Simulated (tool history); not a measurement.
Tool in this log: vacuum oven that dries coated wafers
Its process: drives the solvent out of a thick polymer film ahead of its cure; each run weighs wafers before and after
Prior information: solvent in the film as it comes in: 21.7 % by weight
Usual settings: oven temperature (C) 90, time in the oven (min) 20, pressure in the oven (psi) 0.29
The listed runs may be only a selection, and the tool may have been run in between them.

run 1 hour=0 | oven_temperature_(C)=90 time_in_the_oven_(min)=20 pressure_in_the_oven_(psi)=0.29 | solvent_left_in_the_film_(%)=2.4
run 2 hour=46.2 | oven_temperature_(C)=90 time_in_the_oven_(min)=20 pressure_in_the_oven_(psi)=0.911 | solvent_left_in_the_film_(%)=3.83
run 3 hour=94 | oven_temperature_(C)=90 time_in_the_oven_(min)=20 pressure_in_the_oven_(psi)=0.58 | solvent_left_in_the_film_(%)=3.1
run 4 hour=134.6 | oven_temperature_(C)=90 time_in_the_oven_(min)=20 pressure_in_the_oven_(psi)=0.58 | solvent_left_in_the_film_(%)=3.05
run 5 hour=160.1 | oven_temperature_(C)=90 time_in_the_oven_(min)=20 pressure_in_the_oven_(psi)=0.58 | solvent_left_in_the_film_(%)=3.06
run 6 hour=186.6 | oven_temperature_(C)=90 time_in_the_oven_(min)=20 pressure_in_the_oven_(psi)=0.58 | solvent_left_in_the_film_(%)=3.11
run 7 hour=209.9 | oven_temperature_(C)=90 time_in_the_oven_(min)=20 pressure_in_the_oven_(psi)=0.58 | solvent_left_in_the_film_(%)=3.08
run 8 hour=243 | oven_temperature_(C)=90 time_in_the_oven_(min)=20 pressure_in_the_oven_(psi)=0.58 | solvent_left_in_the_film_(%)=3.05
run 9 hour=265.3 | oven_temperature_(C)=81 time_in_the_oven_(min)=20 pressure_in_the_oven_(psi)=0.29 | solvent_left_in_the_film_(%)=5.3
run 10 hour=312.9 | oven_temperature_(C)=90 time_in_the_oven_(min)=20 pressure_in_the_oven_(psi)=0.29 | solvent_left_in_the_film_(%)=2.48
run 11 hour=339.1 | oven_temperature_(C)=90 time_in_the_oven_(min)=20 pressure_in_the_oven_(psi)=0.29 | solvent_left_in_the_film_(%)=2.47
run 12 hour=367.3 | oven_temperature_(C)=90 time_in_the_oven_(min)=20 pressure_in_the_oven_(psi)=0.29 | solvent_left_in_the_film_(%)=2.46
run 13 hour=395.4 | oven_temperature_(C)=90 time_in_the_oven_(min)=34 pressure_in_the_oven_(psi)=0.29 | solvent_left_in_the_film_(%)=1.06
run 14 hour=429 | oven_temperature_(C)=90 time_in_the_oven_(min)=34 pressure_in_the_oven_(psi)=0.29 | solvent_left_in_the_film_(%)=1.03
run 15 hour=451.9 | oven_temperature_(C)=90 time_in_the_oven_(min)=34 pressure_in_the_oven_(psi)=0.29 | solvent_left_in_the_film_(%)=1.06
run 16 hour=497.4 | oven_temperature_(C)=75 time_in_the_oven_(min)=20 pressure_in_the_oven_(psi)=0.29 | solvent_left_in_the_film_(%)=7.64
-- hour=546.4 oven's thermocouples calibrated
run 17 hour=550.5 | oven_temperature_(C)=86 time_in_the_oven_(min)=20 pressure_in_the_oven_(psi)=0.29 | solvent_left_in_the_film_(%)=3.59
run 18 hour=585.3 | oven_temperature_(C)=86 time_in_the_oven_(min)=20 pressure_in_the_oven_(psi)=0.29 | solvent_left_in_the_film_(%)=3.55
run 19 hour=619.9 | oven_temperature_(C)=90 time_in_the_oven_(min)=20 pressure_in_the_oven_(psi)=0.16 | solvent_left_in_the_film_(%)=2.2
run 20 hour=656.8 | oven_temperature_(C)=90 time_in_the_oven_(min)=13 pressure_in_the_oven_(psi)=0.29 | solvent_left_in_the_film_(%)=4.59
run 21 hour=681.6 | oven_temperature_(C)=90 time_in_the_oven_(min)=21 pressure_in_the_oven_(psi)=0.29 | solvent_left_in_the_film_(%)=2.24
run 22 hour=722.4 | oven_temperature_(C)=90 time_in_the_oven_(min)=21 pressure_in_the_oven_(psi)=0.29 | solvent_left_in_the_film_(%)=2.26
run 23 hour=747.9 | oven_temperature_(C)=90 time_in_the_oven_(min)=20 pressure_in_the_oven_(psi)=0.29 | solvent_left_in_the_film_(%)=2.4
run 24 hour=773.8 | oven_temperature_(C)=90 time_in_the_oven_(min)=20 pressure_in_the_oven_(psi)=0.29 | solvent_left_in_the_film_(%)=2.49
run 25 hour=826.3 | oven_temperature_(C)=79 time_in_the_oven_(min)=28 pressure_in_the_oven_(psi)=0.29 | solvent_left_in_the_film_(%)=4.17
run 26 hour=850.3 | oven_temperature_(C)=90 time_in_the_oven_(min)=17 pressure_in_the_oven_(psi)=0.863 | solvent_left_in_the_film_(%)=4.38
run 27 hour=892.7 | oven_temperature_(C)=83 time_in_the_oven_(min)=20 pressure_in_the_oven_(psi)=0.29 | solvent_left_in_the_film_(%)=4.57
run 28 hour=930.1 | oven_temperature_(C)=75 time_in_the_oven_(min)=13 pressure_in_the_oven_(psi)=0.17 | solvent_left_in_the_film_(%)=9.89
run 29 hour=954.7 | oven_temperature_(C)=90 time_in_the_oven_(min)=29 pressure_in_the_oven_(psi)=0.29 | solvent_left_in_the_film_(%)=1.34
run 30 hour=983.1 | oven_temperature_(C)=90 time_in_the_oven_(min)=29 pressure_in_the_oven_(psi)=0.29 | solvent_left_in_the_film_(%)=1.35
run 31 hour=1017.3 | oven_temperature_(C)=90 time_in_the_oven_(min)=29 pressure_in_the_oven_(psi)=0.29 | solvent_left_in_the_film_(%)=1.29
run 32 hour=1053 | oven_temperature_(C)=90 time_in_the_oven_(min)=29 pressure_in_the_oven_(psi)=0.29 | solvent_left_in_the_film_(%)=1.36
run 33 hour=1086.6 | oven_temperature_(C)=90 time_in_the_oven_(min)=29 pressure_in_the_oven_(psi)=0.29 | solvent_left_in_the_film_(%)=1.33
run 34 hour=1108.9 | oven_temperature_(C)=98 time_in_the_oven_(min)=20 pressure_in_the_oven_(psi)=0.863 | solvent_left_in_the_film_(%)=2.05
run 35 hour=1157.7 | oven_temperature_(C)=98 time_in_the_oven_(min)=20 pressure_in_the_oven_(psi)=0.747 | solvent_left_in_the_film_(%)=1.87
run 36 hour=1206.4 | oven_temperature_(C)=76 time_in_the_oven_(min)=20 pressure_in_the_oven_(psi)=0.261 | solvent_left_in_the_film_(%)=7.11
run 37 hour=1235.3 | oven_temperature_(C)=76 time_in_the_oven_(min)=20 pressure_in_the_oven_(psi)=0.261 | solvent_left_in_the_film_(%)=7.12
run 38 hour=1268.8 | oven_temperature_(C)=76 time_in_the_oven_(min)=20 pressure_in_the_oven_(psi)=0.261 | solvent_left_in_the_film_(%)=7.15
run 39 hour=1317.7 | oven_temperature_(C)=91 time_in_the_oven_(min)=20 pressure_in_the_oven_(psi)=0.445 | solvent_left_in_the_film_(%)=2.57
run 40 hour=1340.3 | oven_temperature_(C)=99 time_in_the_oven_(min)=12 pressure_in_the_oven_(psi)=0.287 | solvent_left_in_the_film_(%)=2.34
run 41 hour=1376 | oven_temperature_(C)=83 time_in_the_oven_(min)=28 pressure_in_the_oven_(psi)=0.912 | solvent_left_in_the_film_(%)=4.68
run 42 hour=1411.1 | oven_temperature_(C)=91 time_in_the_oven_(min)=20 pressure_in_the_oven_(psi)=0.29 | solvent_left_in_the_film_(%)=2.22
run 43 hour=1464.2 | oven_temperature_(C)=92 time_in_the_oven_(min)=20 pressure_in_the_oven_(psi)=0.889 | solvent_left_in_the_film_(%)=3.22
run 44 hour=1485.8 | oven_temperature_(C)=92 time_in_the_oven_(min)=20 pressure_in_the_oven_(psi)=0.889 | solvent_left_in_the_film_(%)=3.27
run 45 hour=1529.2 | oven_temperature_(C)=91 time_in_the_oven_(min)=20 pressure_in_the_oven_(psi)=0.381 | solvent_left_in_the_film_(%)=2.43
run 46 hour=1563.7 | oven_temperature_(C)=91 time_in_the_oven_(min)=20 pressure_in_the_oven_(psi)=0.381 | solvent_left_in_the_film_(%)=2.41

Consider 3 possible next runs. They are alternatives, not a sequence: every one starts from the tool as it was left by run 46. What does each give?
run A hour=1591.9 | oven_temperature_(C)=99 time_in_the_oven_(min)=11 pressure_in_the_oven_(psi)=0.368 | solvent_left_in_the_film_(%)=?
run B hour=1591.9 | oven_temperature_(C)=90 time_in_the_oven_(min)=20 pressure_in_the_oven_(psi)=0.29 | solvent_left_in_the_film_(%)=?
run C hour=1591.9 | oven_temperature_(C)=94 time_in_the_oven_(min)=20 pressure_in_the_oven_(psi)=0.202 | solvent_left_in_the_film_(%)=?

run=A solvent_left_in_the_film_(%)=2.84
run=B solvent_left_in_the_film_(%)=2.45
run=C solvent_left_in_the_film_(%)=1.41
Without the tool's hidden state the same runs would have given:
run=A solvent_left_in_the_film_(%)=2.84
run=B solvent_left_in_the_film_(%)=2.45
run=C solvent_left_in_the_film_(%)=1.41

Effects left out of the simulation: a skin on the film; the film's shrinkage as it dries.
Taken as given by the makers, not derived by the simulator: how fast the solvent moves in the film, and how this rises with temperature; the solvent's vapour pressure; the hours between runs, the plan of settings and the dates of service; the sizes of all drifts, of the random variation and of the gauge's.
